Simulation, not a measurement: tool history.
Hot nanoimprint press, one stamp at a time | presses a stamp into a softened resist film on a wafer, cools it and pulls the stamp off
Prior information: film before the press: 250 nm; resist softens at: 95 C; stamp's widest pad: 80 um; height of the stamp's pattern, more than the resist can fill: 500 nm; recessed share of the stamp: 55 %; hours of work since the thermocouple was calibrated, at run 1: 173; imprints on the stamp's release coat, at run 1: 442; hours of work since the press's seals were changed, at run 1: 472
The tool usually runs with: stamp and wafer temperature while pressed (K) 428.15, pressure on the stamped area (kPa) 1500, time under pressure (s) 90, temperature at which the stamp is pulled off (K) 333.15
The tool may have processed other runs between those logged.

run     day  stamp and wafer temperature while pressed (K)  pressure on the stamped area (kPa)  time under pressure (s)  temperature at which the stamp is pulled off (K)  hours of work since the thermocouple was calibrated  imprints on the stamp's release coat  hours of work since the press's seals were changed  resist left under the stamp's widest pad (nm)  greatest force while the stamp is pulled off (N)
  1   0.000                                         428.15                                1500                       90                                            333.15                                                  173                                   442                                                 472                                          112.5                                               192
  2   1.638                                         428.15                                1500                       90                                            335.15                                                  191                                   512                                                 491                                          112.3                                               192
  3   3.279                                         428.15                                1500                       90                                            335.15                                                  210                                   582                                                 509                                          111.1                                               186
      4.017  -- stamp cleaned and given a new release coat
  4   4.375                                         428.15                                1710                       90                                            333.15                                                  219                                    16                                                 518                                          104.7                                               188
  5   5.325                                         428.15                                1710                       90                                            333.15                                                  230                                    57                                                 529                                          103.9                                               189
  6   7.033                                         428.15                                1710                       90                                            333.15                                                  249                                   130                                                 548                                          102.4                                               193
  7   8.667                                         428.15                                1710                       90                                            333.15                                                  267                                   200                                                 566                                          104.4                                               190
  8  10.054                                         428.15                                1500                       90                                            333.15                                                  283                                   260                                                 582                                          109.2                                               193
  9  11.029                                         431.15                                1500                       90                                            333.15                                                  293                                   301                                                 593                                          100.1                                               186
 10  12.433                                         428.15                                2350                       90                                            333.15                                                  309                                   362                                                 608                                           86.4                                               195
 11  13.296                                         428.15                                2350                       90                                            333.15                                                  319                                   399                                                 618                                           86.0                                               192
 12  14.992                                         420.15                                1670                      126                                            323.15                                                  338                                   472                                                 637                                          127.1                                               226
 13  16.133                                         420.15                                1670                      126                                            323.15                                                  350                                   521                                                 650                                          126.4                                               229
 14  17.004                                         427.15                                2150                       50                                            332.15                                                  360                                   558                                                 659                                          114.9                                               193
     18.383  -- stamp cleaned and given a new release coat
 15  18.900                                         427.15                                2150                       50                                            332.15                                                  379                                    22                                                 678                                          114.7                                               195
 16  20.412                                         427.15                                1900                       50                                            338.15                                                  395                                    87                                                 695                                          122.0                                               175
 17  21.925                                         427.15                                1900                       50                                            338.15                                                  412                                   152                                                 712                                          123.9                                               175
 18  23.279                                         427.15                                1900                       50                                            338.15                                                  427                                   210                                                 727                                          121.8                                               171
 19  24.817                                         422.15                                 920                       54                                            338.15                                                  445                                   276                                                 744                                          192.8                                               174
 20  25.929                                         422.15                                 920                       54                                            338.15                                                  457                                   324                                                 756                                          193.0                                               178
 21  26.733                                         436.15                                1500                       88                                            333.15                                                  466                                   359                                                 765                                           85.6                                               187
 22  27.696                                         436.15                                1500                       88                                            333.15                                                  477                                   400                                                 776                                           86.0                                               186

Consider 5 possible next runs. They are alternatives, not a sequence: every one starts from the tool as it was left by run 22. What does each give?
  A  28.608                                         436.15                                1500                       74                                            333.15                                                  487                                   439                                                 786                                              ?                                                 ?
  B  28.608                                         428.15                                1500                       90                                            331.15                                                  487                                   439                                                 786                                              ?                                                 ?
  C  28.608                                         428.15                                2150                       90                                            333.15                                                  487                                   439                                                 786                                              ?                                                 ?
  D  28.608                                         428.15                                1500                      115                                            333.15                                                  487                                   439                                                 786                                              ?                                                 ?
  E  28.608                                         429.15                                1500                       88                                            333.15                                                  487                                   439                                                 786                                              ?                                                 ?

run  resist left under the stamp's widest pad (nm)  greatest force while the stamp is pulled off (N)
  A                                           91.9                                               188
  B                                          112.3                                               198
  C                                           92.3                                               191
  D                                          103.5                                               189
  E                                          107.8                                               196
With no hidden state in the tool, these same runs would have given:
run  resist left under the stamp's widest pad (nm)  greatest force while the stamp is pulled off (N)
  A                                           91.3                                               186
  B                                          111.6                                               197
  C                                           91.6                                               189
  D                                          102.8                                               188
  E                                          107.1                                               195
